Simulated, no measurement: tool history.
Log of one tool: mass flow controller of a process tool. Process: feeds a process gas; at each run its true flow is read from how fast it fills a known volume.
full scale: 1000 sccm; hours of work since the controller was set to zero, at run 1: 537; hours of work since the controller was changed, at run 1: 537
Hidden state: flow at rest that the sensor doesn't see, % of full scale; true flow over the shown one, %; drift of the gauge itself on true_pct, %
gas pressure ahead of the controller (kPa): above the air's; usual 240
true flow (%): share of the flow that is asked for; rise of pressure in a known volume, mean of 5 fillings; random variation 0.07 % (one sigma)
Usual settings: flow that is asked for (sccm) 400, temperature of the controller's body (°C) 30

run	hour	flow that is asked for (sccm)	gas pressure ahead of the controller (kPa)	temperature of the controller's body (°C)	hours of work since the controller was set to zero	hours of work since the controller was changed	true flow (%)
1	0.0	400	240	30	537	537	97.14
2	317.0	400	175	30	783	783	97.51
3	714.1	400	175	30	1092	1092	97.51
4	901.9	400	175	30	1238	1238	97.60
5	1165.7	400	240	30	1443	1443	96.88
6	1423.8	400	240	23	1643	1643	97.45
7	1810.9	400	240	23	1944	1944	97.44
8	2154.8	400	240	23	2211	2211	97.52
9	2446.9	400	240	23	2438	2438	97.48
10	2714.7	400	215	30	2646	2646	97.12
11	3060.2	851	240	30	2915	2915	99.04
12	3366.3	851	240	30	3153	3153	98.81
13	3686.3	400	240	30	3401	3401	96.68
14	3873.9	400	240	30	3547	3547	96.75
15	4266.4	400	240	30	3852	3852	96.75
16	4476.4	400	240	30	4015	4015	96.73
17	4670.7	400	240	35	4166	4166	96.30

Forecast run 18:
18	4962.0	108	240	35	4393	4393	?

{"run 18": {"true flow (%)": 90.29}}
Without the tool's hidden state the same run would have given true flow (%) 96.20.
